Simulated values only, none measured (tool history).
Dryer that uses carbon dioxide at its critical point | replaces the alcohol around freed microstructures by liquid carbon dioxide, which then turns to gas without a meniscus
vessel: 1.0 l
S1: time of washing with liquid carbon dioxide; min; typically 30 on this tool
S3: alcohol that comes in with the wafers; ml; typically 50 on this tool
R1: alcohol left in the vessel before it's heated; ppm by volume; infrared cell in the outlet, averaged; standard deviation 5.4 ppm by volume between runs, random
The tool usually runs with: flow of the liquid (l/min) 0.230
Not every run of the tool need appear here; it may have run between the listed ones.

run 1 hour=0.0 | S1=30 flow_of_the_liquid_(l/min)=0.230 S3=50 | R1=211
run 2 hour=16.4 | S1=30 flow_of_the_liquid_(l/min)=0.230 S3=50 | R1=211
run 3 hour=27.6 | S1=30 flow_of_the_liquid_(l/min)=0.230 S3=50 | R1=232
run 4 hour=40.8 | S1=30 flow_of_the_liquid_(l/min)=0.230 S3=50 | R1=221
run 5 hour=53.1 | S1=24 flow_of_the_liquid_(l/min)=0.230 S3=50 | R1=660
run 6 hour=74.6 | S1=30 flow_of_the_liquid_(l/min)=0.230 S3=114 | R1=496
run 7 hour=91.9 | S1=30 flow_of_the_liquid_(l/min)=0.230 S3=114 | R1=518
run 8 hour=110.3 | S1=33 flow_of_the_liquid_(l/min)=0.239 S3=50 | R1=126
run 9 hour=124.5 | S1=33 flow_of_the_liquid_(l/min)=0.280 S3=50 | R1=60
run 10 hour=134.7 | S1=40 flow_of_the_liquid_(l/min)=0.200 S3=50 | R1=119
run 11 hour=148.5 | S1=20 flow_of_the_liquid_(l/min)=0.172 S3=83 | R1=5957
run 12 hour=168.0 | S1=31 flow_of_the_liquid_(l/min)=0.141 S3=88 | R1=3081
run 13 hour=191.2 | S1=19 flow_of_the_liquid_(l/min)=0.230 S3=78 | R1=2675

Here are 5 independent what-if runs from the current tool condition. What would each one return?
run A hour=204.2 | S1=24 flow_of_the_liquid_(l/min)=0.230 S3=78 | R1=?
run B hour=204.2 | S1=30 flow_of_the_liquid_(l/min)=0.150 S3=30 | R1=?
run C hour=204.2 | S1=18 flow_of_the_liquid_(l/min)=0.230 S3=78 | R1=?
run D hour=204.2 | S1=19 flow_of_the_liquid_(l/min)=0.226 S3=66 | R1=?
run E hour=204.2 | S1=22 flow_of_the_liquid_(l/min)=0.230 S3=40 | R1=?

run=A R1=1126
run=B R1=1023
run=C R1=3168
run=D R1=2430
run=E R1=828
Had the tool no hidden state, the same runs would have come out as:
run=A R1=683
run=B R1=682
run=C R1=2197
run=D R1=1658
run=E R1=523
